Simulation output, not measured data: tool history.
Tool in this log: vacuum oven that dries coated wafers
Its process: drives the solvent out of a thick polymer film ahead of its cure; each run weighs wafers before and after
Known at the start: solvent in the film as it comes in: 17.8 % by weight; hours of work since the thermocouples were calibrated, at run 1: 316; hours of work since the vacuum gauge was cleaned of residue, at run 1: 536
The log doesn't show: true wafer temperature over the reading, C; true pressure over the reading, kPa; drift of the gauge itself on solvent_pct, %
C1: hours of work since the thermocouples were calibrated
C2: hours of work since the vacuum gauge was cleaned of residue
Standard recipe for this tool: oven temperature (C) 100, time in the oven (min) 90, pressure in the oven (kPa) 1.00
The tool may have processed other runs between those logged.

Run 1, hour 0.0: usual settings; C1 316; C2 536. Result: solvent left in the film (%) 4.57.
Run 2, hour 16.6: usual settings; C1 329; C2 549. Result: solvent left in the film (%) 4.50.
Run 3, hour 38.4: usual settings; C1 347; C2 566. Result: solvent left in the film (%) 4.43.
Run 4, hour 56.5: usual settings; C1 361; C2 580. Result: solvent left in the film (%) 4.47.
Run 5, hour 66.5: usual settings; C1 369; C2 588. Result: solvent left in the film (%) 4.45.
Run 6, hour 80.6: usual settings but oven temperature (C) 99; C1 380; C2 599. Result: solvent left in the film (%) 4.77.
Run 7, hour 92.9: usual settings but oven temperature (C) 99; C1 390; C2 609. Result: solvent left in the film (%) 4.74.
Run 8, hour 106.4: usual settings but pressure in the oven (kPa) 1.69; C1 400; C2 620. Result: solvent left in the film (%) 4.89.
Run 9, hour 123.4: usual settings but oven temperature (C) 113; C1 414; C2 633. Result: solvent left in the film (%) 1.48.
Run 10, hour 139.2: usual settings; C1 426; C2 646. Result: solvent left in the film (%) 4.46.
Run 11, hour 150.0: usual settings but oven temperature (C) 87; C1 435; C2 654. Result: solvent left in the film (%) 8.58.
Run 12, hour 172.3: usual settings but oven temperature (C) 87, pressure in the oven (kPa) 2.32; C1 453; C2 672. Result: solvent left in the film (%) 9.43.
Run 13, hour 189.7: usual settings but oven temperature (C) 87, pressure in the oven (kPa) 2.32; C1 466; C2 686. Result: solvent left in the film (%) 9.42.
Run 14, hour 207.2: usual settings but oven temperature (C) 87, pressure in the oven (kPa) 2.32; C1 480; C2 700. Result: solvent left in the film (%) 9.41.
Run 15, hour 216.9: usual settings but oven temperature (C) 87, pressure in the oven (kPa) 2.32; C1 488; C2 707. Result: solvent left in the film (%) 9.42.
Run 16, hour 233.9: usual settings but oven temperature (C) 87, pressure in the oven (kPa) 2.32; C1 501; C2 721. Result: solvent left in the film (%) 9.41.
Run 17, hour 256.1: usual settings but oven temperature (C) 87, pressure in the oven (kPa) 2.32; C1 519; C2 738. Result: solvent left in the film (%) 9.32.
Run 18, hour 268.9: usual settings; C1 529; C2 748. Result: solvent left in the film (%) 4.44.
Run 19, hour 285.3: usual settings; C1 542; C2 761. Result: solvent left in the film (%) 4.36.
Run 20, hour 300.0: usual settings but pressure in the oven (kPa) 3.20; C1 554; C2 773. Result: solvent left in the film (%) 5.70.
Run 21, hour 313.8: usual settings but oven temperature (C) 94, pressure in the oven (kPa) 0.67; C1 565; C2 784. Result: solvent left in the film (%) 5.99.
Run 22, hour 323.8: usual settings but oven temperature (C) 97, time in the oven (min) 106, pressure in the oven (kPa) 0.67; C1 572; C2 792. Result: solvent left in the film (%) 4.30.
Run 23, hour 345.1: usual settings but oven temperature (C) 89, time in the oven (min) 96, pressure in the oven (kPa) 0.67; C1 589; C2 809. Result: solvent left in the film (%) 7.26.
Run 24, hour 358.2: usual settings but oven temperature (C) 90, time in the oven (min) 69, pressure in the oven (kPa) 1.41; C1 600; C2 819. Result: solvent left in the film (%) 9.00.
Run 25, hour 377.7: usual settings but oven temperature (C) 97, pressure in the oven (kPa) 2.14; C1 615; C2 834. Result: solvent left in the film (%) 6.00.
Run 26, hour 390.9: usual settings but oven temperature (C) 101; C1 626; C2 845. Result: solvent left in the film (%) 4.08.
Run 27, hour 407.6: usual settings but oven temperature (C) 101; C1 639; C2 858. Result: solvent left in the film (%) 4.05.
Run 28, hour 417.6: usual settings but oven temperature (C) 87, time in the oven (min) 82, pressure in the oven (kPa) 3.87; C1 647; C2 866. Result: solvent left in the film (%) 10.86.
Run 29, hour 434.1: usual settings but oven temperature (C) 87, time in the oven (min) 82, pressure in the oven (kPa) 3.87; C1 660; C2 879. Result: solvent left in the film (%) 10.82.
Run 30, hour 453.2: usual settings but oven temperature (C) 114, time in the oven (min) 79, pressure in the oven (kPa) 0.50; C1 675; C2 894. Result: solvent left in the film (%) 1.42.
Run 31, hour 467.2: usual settings but oven temperature (C) 114, time in the oven (min) 79, pressure in the oven (kPa) 0.50; C1 686; C2 905. Result: solvent left in the film (%) 1.40.
Run 32, hour 484.8: usual settings but oven temperature (C) 114, time in the oven (min) 79, pressure in the oven (kPa) 0.50; C1 700; C2 919. Result: solvent left in the film (%) 1.40.
Run 33, hour 501.5: usual settings but oven temperature (C) 86, pressure in the oven (kPa) 1.38; C1 713; C2 932. Result: solvent left in the film (%) 9.03.
Run 34, hour 517.4: usual settings but oven temperature (C) 111, time in the oven (min) 79, pressure in the oven (kPa) 0.92; C1 726; C2 945. Result: solvent left in the film (%) 2.15.
Run 35, hour 537.6: usual settings but oven temperature (C) 111, time in the oven (min) 79, pressure in the oven (kPa) 0.92; C1 742; C2 961. Result: solvent left in the film (%) 2.12.
Run 36, hour 558.1: usual settings but oven temperature (C) 110, pressure in the oven (kPa) 1.02; C1 758; C2 977. Result: solvent left in the film (%) 1.92.
Run 37, hour 573.1: usual settings but pressure in the oven (kPa) 0.68; C1 770; C2 989. Result: solvent left in the film (%) 4.15.
Run 38, hour 589.1: usual settings but oven temperature (C) 113, time in the oven (min) 131, pressure in the oven (kPa) 1.61; C1 783; C2 1002. Result: solvent left in the film (%) 1.13.

Some steps in solvent left in the film (%) between neighbouring runs. How much of each would the tool show without its hidden state too (settings, what came in, random variation), and how much is left for the hidden state, with any gauge scatter that isn't in both results?
Run 29 -> 30: oven temperature (C) 87 -> 114, time in the oven (min) 82 -> 79, pressure in the oven (kPa) 3.87 -> 0.50. solvent left in the film (%) -9.40: hidden state +0.08, all else -9.48.
Run 32 -> 33: oven temperature (C) 114 -> 86, time in the oven (min) 79 -> 90, pressure in the oven (kPa) 0.50 -> 1.38. solvent left in the film (%) +7.63: hidden state -0.07, all else +7.70.
Run 33 -> 34: oven temperature (C) 86 -> 111, time in the oven (min) 90 -> 79, pressure in the oven (kPa) 1.38 -> 0.92. solvent left in the film (%) -6.88: hidden state +0.02, all else -6.90.
Run 36 -> 37: oven temperature (C) 110 -> 100, pressure in the oven (kPa) 1.02 -> 0.68. solvent left in the film (%) +2.23: hidden state -0.10, all else +2.33.
Run 37 -> 38: oven temperature (C) 100 -> 113, time in the oven (min) 90 -> 131, pressure in the oven (kPa) 0.68 -> 1.61. solvent left in the film (%) -3.02: hidden state +0.22, all else -3.24.
